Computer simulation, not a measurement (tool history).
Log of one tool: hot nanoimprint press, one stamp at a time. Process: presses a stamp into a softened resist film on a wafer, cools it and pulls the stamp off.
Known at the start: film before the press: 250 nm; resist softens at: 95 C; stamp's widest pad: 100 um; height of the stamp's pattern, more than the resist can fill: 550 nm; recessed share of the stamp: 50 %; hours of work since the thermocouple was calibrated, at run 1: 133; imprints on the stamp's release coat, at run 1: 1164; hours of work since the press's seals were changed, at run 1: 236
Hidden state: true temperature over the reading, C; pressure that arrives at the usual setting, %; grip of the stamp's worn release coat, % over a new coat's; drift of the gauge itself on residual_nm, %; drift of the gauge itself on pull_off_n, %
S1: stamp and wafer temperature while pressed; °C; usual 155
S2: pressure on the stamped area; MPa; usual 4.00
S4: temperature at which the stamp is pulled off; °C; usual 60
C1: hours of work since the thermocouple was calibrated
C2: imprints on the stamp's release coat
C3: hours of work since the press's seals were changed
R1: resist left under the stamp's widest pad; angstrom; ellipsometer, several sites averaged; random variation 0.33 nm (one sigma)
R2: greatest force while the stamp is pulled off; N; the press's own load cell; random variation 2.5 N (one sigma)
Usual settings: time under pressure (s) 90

Run 1, hour 0.0: usual settings; C1 133; C2 1164; C3 236. Result: R1 946 angstrom, R2 118 N.
Run 2, hour 32.6: usual settings; C1 154; C2 1229; C3 256. Result: R1 946 angstrom, R2 119 N.
Run 3, hour 69.2: usual settings; C1 177; C2 1301; C3 279. Result: R1 953 angstrom, R2 117 N.
Run 4, hour 115.9: usual settings; C1 206; C2 1394; C3 308. Result: R1 949 angstrom, R2 116 N.
Run 5, hour 144.9: usual settings; C1 224; C2 1452; C3 326. Result: R1 960 angstrom, R2 122 N.
Run 6, hour 189.4: usual settings but S4 63 °C; C1 252; C2 1540; C3 354. Result: R1 955 angstrom, R2 107 N.
Run 7, hour 224.4: usual settings but S2 2.73 MPa; C1 274; C2 1609; C3 376. Result: R1 1142 angstrom, R2 112 N.
Run 8, hour 250.1: usual settings but S4 56 °C; C1 290; C2 1660; C3 392. Result: R1 961 angstrom, R2 126 N.
Run 9, hour 291.8: usual settings but S4 56 °C; C1 316; C2 1743; C3 418. Result: R1 961 angstrom, R2 121 N.
Run 10, hour 346.2: usual settings but S2 6.38 MPa; C1 350; C2 1851; C3 453. Result: R1 763 angstrom, R2 117 N.
Run 11, hour 389.6: usual settings but S1 153 °C; C1 377; C2 1937; C3 480. Result: R1 1088 angstrom, R2 119 N.
Run 12, hour 419.3: usual settings but S1 148 °C, S2 5.07 MPa, time under pressure (s) 174, S4 52 °C; C1 396; C2 1996; C3 498. Result: R1 1051 angstrom, R2 134 N.
Run 13, hour 472.0: usual settings but S1 148 °C, S2 5.21 MPa, time under pressure (s) 174, S4 56 °C; C1 429; C2 2101; C3 531. Result: R1 1032 angstrom, R2 121 N.
Run 14, hour 527.7: usual settings but time under pressure (s) 86; C1 464; C2 2211; C3 566. Result: R1 992 angstrom, R2 119 N.
Run 15, hour 556.8: usual settings but S1 150 °C, S2 2.94 MPa, time under pressure (s) 78; C1 482; C2 2269; C3 585. Result: R1 1548 angstrom, R2 120 N.
Run 16, hour 599.0: usual settings but S1 150 °C, S2 2.94 MPa, time under pressure (s) 78, S4 46 °C; C1 509; C2 2353; C3 611. Result: R1 1565 angstrom, R2 146 N.

Forecast run 17:
At hour 614.3: plate thermocouple calibrated.
Run 17, hour 626.6: usual settings but time under pressure (s) 62, S4 55 °C; C1 8; C2 2402; C3 626. Result: R1 ?, R2 ?.

{"run 17": {"R1": 1121, "R2": 123}}
Without the tool's hidden state the same run would have given R1 1092 angstrom, R2 122 N.

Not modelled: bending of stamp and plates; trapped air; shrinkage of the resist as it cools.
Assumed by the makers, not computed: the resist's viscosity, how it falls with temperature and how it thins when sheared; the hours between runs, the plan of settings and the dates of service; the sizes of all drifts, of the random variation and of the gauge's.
